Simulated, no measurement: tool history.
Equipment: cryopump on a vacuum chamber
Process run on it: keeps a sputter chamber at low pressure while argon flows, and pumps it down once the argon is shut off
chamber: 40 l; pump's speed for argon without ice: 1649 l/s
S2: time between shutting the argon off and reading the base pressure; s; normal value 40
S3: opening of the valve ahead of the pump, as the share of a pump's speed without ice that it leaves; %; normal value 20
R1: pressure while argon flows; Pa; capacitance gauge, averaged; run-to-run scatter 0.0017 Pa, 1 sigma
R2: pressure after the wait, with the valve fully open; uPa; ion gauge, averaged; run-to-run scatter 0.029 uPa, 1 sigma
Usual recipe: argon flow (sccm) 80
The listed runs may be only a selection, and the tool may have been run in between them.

{"run": 1, "hour": 0.0, "argon flow (sccm)": 80, "S2": 40, "S3": 20, "R1": 0.4328, "R2": 2.55}
{"run": 2, "hour": 39.9, "argon flow (sccm)": 80, "S2": 40, "S3": 20, "R1": 0.4362, "R2": 2.61}
{"run": 3, "hour": 69.4, "argon flow (sccm)": 80, "S2": 40, "S3": 20, "R1": 0.4356, "R2": 2.64}
{"run": 4, "hour": 103.8, "argon flow (sccm)": 80, "S2": 40, "S3": 20, "R1": 0.4351, "R2": 2.66}
{"run": 5, "hour": 134.1, "argon flow (sccm)": 106, "S2": 40, "S3": 20, "R1": 0.5803, "R2": 2.73}
{"run": 6, "hour": 176.4, "argon flow (sccm)": 106, "S2": 40, "S3": 46, "R1": 0.2763, "R2": 2.85}
{"run": 7, "hour": 196.7, "argon flow (sccm)": 80, "S2": 40, "S3": 20, "R1": 0.4425, "R2": 2.84}
{"run": 8, "hour": 219.0, "argon flow (sccm)": 80, "S2": 155, "S3": 20, "R1": 0.4404, "R2": 1.87}
{"run": 9, "hour": 240.2, "argon flow (sccm)": 80, "S2": 155, "S3": 20, "R1": 0.4458, "R2": 1.92}
{"run": 10, "hour": 276.6, "argon flow (sccm)": 80, "S2": 155, "S3": 55, "R1": 0.1845, "R2": 1.95}
{"run": 11, "hour": 309.8, "argon flow (sccm)": 80, "S2": 40, "S3": 27, "R1": 0.339, "R2": 2.88}
{"run": 12, "hour": 328.8, "argon flow (sccm)": 80, "S2": 40, "S3": 59, "R1": 0.1747, "R2": 2.98}
{"run": 13, "hour": 367.0, "argon flow (sccm)": 80, "S2": 40, "S3": 59, "R1": 0.1775, "R2": 2.97}
{"run": 14, "hour": 388.6, "argon flow (sccm)": 80, "S2": 40, "S3": 59, "R1": 0.1793, "R2": 2.93}
{"run": 15, "hour": 415.3, "argon flow (sccm)": 80, "S2": 40, "S3": 59, "R1": 0.1794, "R2": 2.99}
{"run": 16, "hour": 446.5, "argon flow (sccm)": 80, "S2": 40, "S3": 59, "R1": 0.179, "R2": 3.14}
{"run": 17, "hour": 482.5, "argon flow (sccm)": 80, "S2": 40, "S3": 59, "R1": 0.1832, "R2": 3.12}
{"hour": 521.0, "done": "pump warmed up, emptied and cooled again"}
{"run": 18, "hour": 524.4, "argon flow (sccm)": 53, "S2": 40, "S3": 21, "R1": 0.2577, "R2": 2.45}
{"run": 19, "hour": 566.9, "argon flow (sccm)": 36, "S2": 111, "S3": 32, "R1": 0.116, "R2": 1.74}
{"run": 20, "hour": 594.2, "argon flow (sccm)": 67, "S2": 111, "S3": 32, "R1": 0.218, "R2": 1.75}
{"run": 21, "hour": 636.6, "argon flow (sccm)": 50, "S2": 183, "S3": 37, "R1": 0.1405, "R2": 1.66}
{"run": 22, "hour": 665.6, "argon flow (sccm)": 50, "S2": 183, "S3": 22, "R1": 0.2365, "R2": 1.56}
{"run": 23, "hour": 707.7, "argon flow (sccm)": 47, "S2": 40, "S3": 30, "R1": 0.1633, "R2": 2.68}
{"run": 24, "hour": 736.5, "argon flow (sccm)": 80, "S2": 49, "S3": 20, "R1": 0.4183, "R2": 2.55}
{"run": 25, "hour": 772.7, "argon flow (sccm)": 80, "S2": 49, "S3": 20, "R1": 0.418, "R2": 2.44}
{"run": 26, "hour": 814.1, "argon flow (sccm)": 143, "S2": 40, "S3": 20, "R1": 0.7472, "R2": 2.75}
{"run": 27, "hour": 859.0, "argon flow (sccm)": 80, "S2": 29, "S3": 20, "R1": 0.4222, "R2": 3.16}
{"run": 28, "hour": 898.2, "argon flow (sccm)": 45, "S2": 29, "S3": 20, "R1": 0.2367, "R2": 3.17}
{"run": 29, "hour": 933.0, "argon flow (sccm)": 45, "S2": 29, "S3": 20, "R1": 0.237, "R2": 3.4}
{"run": 30, "hour": 972.2, "argon flow (sccm)": 45, "S2": 29, "S3": 21, "R1": 0.2261, "R2": 3.34}
{"run": 31, "hour": 995.7, "argon flow (sccm)": 41, "S2": 43, "S3": 57, "R1": 0.0813, "R2": 2.82}
{"run": 32, "hour": 1018.0, "argon flow (sccm)": 107, "S2": 75, "S3": 24, "R1": 0.477, "R2": 2.29}
{"run": 33, "hour": 1054.1, "argon flow (sccm)": 80, "S2": 52, "S3": 30, "R1": 0.2889, "R2": 2.64}
{"run": 34, "hour": 1095.5, "argon flow (sccm)": 59, "S2": 53, "S3": 30, "R1": 0.2149, "R2": 2.59}

A few steps of R1 between consecutive runs. Split each: what settings, incoming material and random variation would produce without the hidden state, and what is left over for the hidden state, along with gauge scatter present in only one of the two compared results (measured, and without hidden state):
What the log doesn't record here: pump's speed, % of a pump's without ice; cold plate's temperature, K; leak into the chamber, uPa l/s; drift of the gauge itself on working_pa, %; drift of the gauge itself on base_upa, %.
Run 4 -> 5: argon flow (sccm) 80 -> 106. R1 +0.1452 Pa: hidden state +0.0104, all else +0.1348.
Run 17 -> 18: argon flow (sccm) 80 -> 53, S3 59 -> 21, pump warmed up, emptied and cooled again. R1 +0.0745 Pa: hidden state -0.0424, all else +0.1169.
Run 25 -> 26: argon flow (sccm) 80 -> 143, S2 49 -> 40. R1 +0.3292 Pa: hidden state +0.0078, all else +0.3214.
Run 26 -> 27: argon flow (sccm) 143 -> 80, S2 40 -> 29. R1 -0.325 Pa: hidden state -0.0056, all else -0.3194.
Run 31 -> 32: argon flow (sccm) 41 -> 107, S2 43 -> 75, S3 57 -> 24. R1 +0.3957 Pa: hidden state +0.0121, all else +0.3836.

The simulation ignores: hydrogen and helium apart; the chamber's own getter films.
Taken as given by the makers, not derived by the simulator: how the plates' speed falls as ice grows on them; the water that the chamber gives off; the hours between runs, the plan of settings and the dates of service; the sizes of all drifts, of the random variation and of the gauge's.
